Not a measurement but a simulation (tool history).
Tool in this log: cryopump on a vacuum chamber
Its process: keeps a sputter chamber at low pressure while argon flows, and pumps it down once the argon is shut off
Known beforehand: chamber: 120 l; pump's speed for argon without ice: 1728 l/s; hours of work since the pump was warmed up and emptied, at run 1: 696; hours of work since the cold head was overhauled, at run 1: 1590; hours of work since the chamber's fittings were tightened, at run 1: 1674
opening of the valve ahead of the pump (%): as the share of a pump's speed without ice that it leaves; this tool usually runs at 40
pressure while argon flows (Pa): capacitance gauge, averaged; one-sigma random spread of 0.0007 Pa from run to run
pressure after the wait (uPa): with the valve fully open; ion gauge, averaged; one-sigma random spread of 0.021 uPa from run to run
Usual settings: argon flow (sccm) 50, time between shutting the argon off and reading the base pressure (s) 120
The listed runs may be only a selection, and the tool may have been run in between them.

run,day,argon flow (sccm),time between shutting the argon off and reading the base pressure (s),opening of the valve ahead of the pump (%),hours of work since the pump was warmed up and emptied,hours of work since the cold head was overhauled,hours of work since the chamber's fittings were tightened,pressure while argon flows (Pa),pressure after the wait (uPa)
1,0,50,120,40,696,1590,1674,0.1375,2.51
2,1.588,50,120,40,717,1611,1695,0.1363,2.47
3,4.454,50,120,40,755,1649,1733,0.1385,2.66
4,7.412,58,120,40,795,1689,1772,0.1611,2.61
5,11.138,67,120,40,844,1738,1822,0.1873,2.77
# day 13.754: pump warmed up, emptied and cooled again
6,14.017,67,120,40,3,1774,1857,0.1644,2.18
7,16.825,50,37,40,41,1811,1895,0.1232,2.84
8,19.3,50,37,40,74,1844,1928,0.1241,2.95
9,21.879,50,120,40,108,1878,1962,0.1257,2.37
10,24.642,50,120,40,145,1915,1999,0.1254,2.36
11,28.029,50,120,40,190,1960,2044,0.1251,2.37
12,31.75,36,37,19,240,2010,2093,0.1878,3.34
13,35.442,36,37,19,289,2059,2143,0.1881,3.25
14,37.6,50,120,37,317,2088,2171,0.1386,2.65
15,40.533,67,93,24,356,2127,2210,0.2826,2.85
16,42.85,20,46,40,387,2157,2241,0.0514,3.31
17,46.404,20,46,40,435,2205,2288,0.0523,3.41
18,48.392,48,38,40,461,2231,2315,0.1261,3.54
# day 49.55: leaking fittings of the chamber tightened, without venting
19,51.854,60,120,40,506,2276,31,0.1584,0.54

Forecast each of these 5 alternatives for the next run:
A,53.912,47,33,56,533,2304,58,?,?
B,53.912,31,120,20,533,2304,58,?,?
C,53.912,60,34,44,533,2304,58,?,?
D,53.912,26,47,42,533,2304,58,?,?
E,53.912,60,78,16,533,2304,58,?,?

run,pressure while argon flows (Pa),pressure after the wait (uPa)
A,0.092,1.31
B,0.1576,0.56
C,0.1464,1.28
D,0.0658,1.03
E,0.3818,0.75
Stripped of hidden state, with their random variation kept, the same runs would have yielded:
run,pressure while argon flows (Pa),pressure after the wait (uPa)
A,0.0824,1.19
B,0.1513,0.43
C,0.1341,1.16
D,0.0605,0.91
E,0.3694,0.63
